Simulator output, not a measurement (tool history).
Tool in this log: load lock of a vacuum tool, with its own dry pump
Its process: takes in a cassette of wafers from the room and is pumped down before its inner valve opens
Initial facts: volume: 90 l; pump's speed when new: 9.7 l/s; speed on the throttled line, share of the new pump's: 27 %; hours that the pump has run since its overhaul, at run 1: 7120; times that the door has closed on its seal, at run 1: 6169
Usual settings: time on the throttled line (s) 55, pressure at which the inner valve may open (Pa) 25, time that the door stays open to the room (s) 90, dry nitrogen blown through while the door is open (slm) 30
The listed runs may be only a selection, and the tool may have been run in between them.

run	day	time on the throttled line (s)	pressure at which the inner valve may open (Pa)	time that the door stays open to the room (s)	dry nitrogen blown through while the door is open (slm)	hours that the pump has run since its overhaul	times that the door has closed on its seal	incoming humidity of the room's air, %	time from the closed door until the inner valve may open (s)	rise of the pressure with all valves shut (Pa/min)
1	0	55	25	90	30	7120	6169	44.3	124.7	0.03
2	3.862	55	25	90	30	7213	6433	45.4	123.8	0.036
3	7.458	55	25	90	11	7299	6678	46.5	124.4	0.047
4	11.712	55	25	90	11	7401	6968	44.7	124.3	0.049
5	17.833	55	25	90	11	7548	7386	42.9	123.9	0.048
6	23.262	55	25	90	11	7678	7756	41.8	124.5	0.054
7	27.717	55	25	90	11	7785	8060	48.1	124	0.05
8	30.6	55	25	90	11	7854	8256	45.1	123.1	0.051
9	35.662	46	25	90	30	7976	8601	44.9	118.4	0.039
10	40.329	46	25	90	30	8088	8920	43	119.1	0.049
11	44.475	46	25	90	30	8187	9202	42.4	119.4	0.045
12	49.671	55	25	90	30	8312	9557	47.3	125.3	0.055
13	53.342	55	25	90	30	8400	9807	44.5	125	0.046
14	58.583	55	25	90	16	8526	10165	49.3	125.5	0.064
15	62.392	55	25	90	30	8617	10424	47.2	123.7	0.059
16	64.942	55	25	90	10	8679	10598	43.5	125.3	0.067
17	69.617	55	25	90	10	8791	10917	42	124.7	0.057
18	72.5	55	25	90	10	8860	11114	46.7	125.5	0.066
19	77.454	55	25	26	10	8979	11452	41.7	126.5	0.055
20	82.042	62	34	26	31	9089	11765	43.9	128.3	0.055
21	87.504	84	25	90	30	9220	12137	44.8	147.1	0.06
22	92.142	58	25	90	16	9331	12454	44	127.2	0.066
23	94.646	58	25	90	16	9392	12625	46.8	128.3	0.071
24	100.5	42	25	53	30	9532	13024	42.1	118.2	0.063
25	104.421	42	25	53	30	9626	13291	46.3	117.4	0.065
26	107.067	42	25	53	30	9690	13472	47.5	116.7	0.068
27	112.208	42	25	53	30	9813	13822	45.4	116.3	0.067
# day 112.871: dry pump taken out, an overhauled one fitted
28	117.862	42	25	53	30	120	14191	47.2	106.2	0.073
29	121.608	55	25	104	4	210	14446	42.9	117.8	0.083
30	125.017	55	25	104	4	292	14679	45.5	117.2	0.095
31	127.892	59	25	90	30	361	14875	42.6	120	0.077
32	132.712	59	25	90	30	476	15204	46.4	120.2	0.078
33	136	55	28	171	30	555	15428	43	117.4	0.084
34	140.788	100	18	90	10	670	15754	44.4	153.5	0.088
35	145.171	55	20	31	24	775	16053	46.9	120.4	0.077
36	148.992	55	39	41	13	867	16314	46.7	115.3	0.084
37	153.721	104	25	75	6	980	16636	47.2	154	0.091
38	157.842	104	25	75	6	1079	16918	44.6	153	0.098

Describe how what the log doesn't record of the tool's condition differs between the last listed run preceding each entry between runs and the first listed run following it.
Runs 27 to 28: dry pump taken out, an overhauled one fitted (day 112.871)
  pump's speed, % of a new pump's: 86.9 -> 99; leak at the door's seal, Pa l/s: 0.0795 -> 0.082
  difference, measured minus the result without the unlogged condition, time from the closed door until the inner valve may open (s): +9.8 -> +0.7; rise of the pressure with all valves shut (Pa/min): +0.051 -> +0.053
